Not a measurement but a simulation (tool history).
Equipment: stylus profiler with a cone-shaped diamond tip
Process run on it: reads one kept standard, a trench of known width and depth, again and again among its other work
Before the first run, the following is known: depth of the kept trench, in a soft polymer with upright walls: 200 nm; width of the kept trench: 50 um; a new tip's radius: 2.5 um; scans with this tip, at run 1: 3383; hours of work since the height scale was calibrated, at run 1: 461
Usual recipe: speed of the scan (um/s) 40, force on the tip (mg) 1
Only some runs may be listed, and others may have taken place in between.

run	day	speed of the scan (um/s)	force on the tip (mg)	scans with this tip	hours of work since the height scale was calibrated	depth of the trench (nm)	width of the trench's floor (um)
1	0	40	1	3383	461	200.92	47.37
2	0.896	40	1	3472	473	200.78	47.38
3	1.679	40	1	3550	484	200.81	47.39
4	2.704	40	1	3653	498	200.84	47.37
5	3.908	40	1	3773	514	200.76	47.38
6	4.6	40	1	3842	524	200.76	47.28
# day 4.7: height scale calibrated on a step standard
7	5.508	40	1	3930	11	200.69	47.38
8	6.396	40	1	4019	23	200.73	47.34
# day 6.654: height scale calibrated on a step standard, once more
9	7.275	40	1	4105	8	200.93	47.36
10	8.521	40	1	4229	25	201.02	47.32
11	9.746	23	1.01	4351	42	201.05	47.43
12	10.738	23	1.01	4450	56	200.74	47.48
13	11.458	23	1.01	4522	65	201.1	47.43
14	12.325	23	1.01	4608	77	200.93	47.43
15	13.229	15	1	4698	89	200.93	47.45
16	14.462	15	1	4821	106	201.08	47.53
17	15.217	15	1	4896	116	200.85	47.46
18	15.967	40	1	4971	127	200.98	47.28
19	16.571	27	1.25	5032	135	201.07	47.43
20	17.954	19	1.13	5170	154	201.06	47.45

Predict each of these 5 candidate next runs independently; none follows another, all start after run 20:
A	19.075	40	0.75	5281	169	?	?
B	19.075	19	0.86	5281	169	?	?
C	19.075	40	1.16	5281	169	?	?
D	19.075	61	1	5281	169	?	?
E	19.075	51	1.79	5281	169	?	?

run	depth of the trench (nm)	width of the trench's floor (um)
A	200.58	47.19
B	200.92	47.44
C	201.01	47.2
D	200.81	47.05
E	201.29	47.28
Without the tool's hidden state the same runs would have given:
run	depth of the trench (nm)	width of the trench's floor (um)
A	200.68	47.62
B	201.03	47.87
C	201.12	47.63
D	200.91	47.48
E	201.39	47.71

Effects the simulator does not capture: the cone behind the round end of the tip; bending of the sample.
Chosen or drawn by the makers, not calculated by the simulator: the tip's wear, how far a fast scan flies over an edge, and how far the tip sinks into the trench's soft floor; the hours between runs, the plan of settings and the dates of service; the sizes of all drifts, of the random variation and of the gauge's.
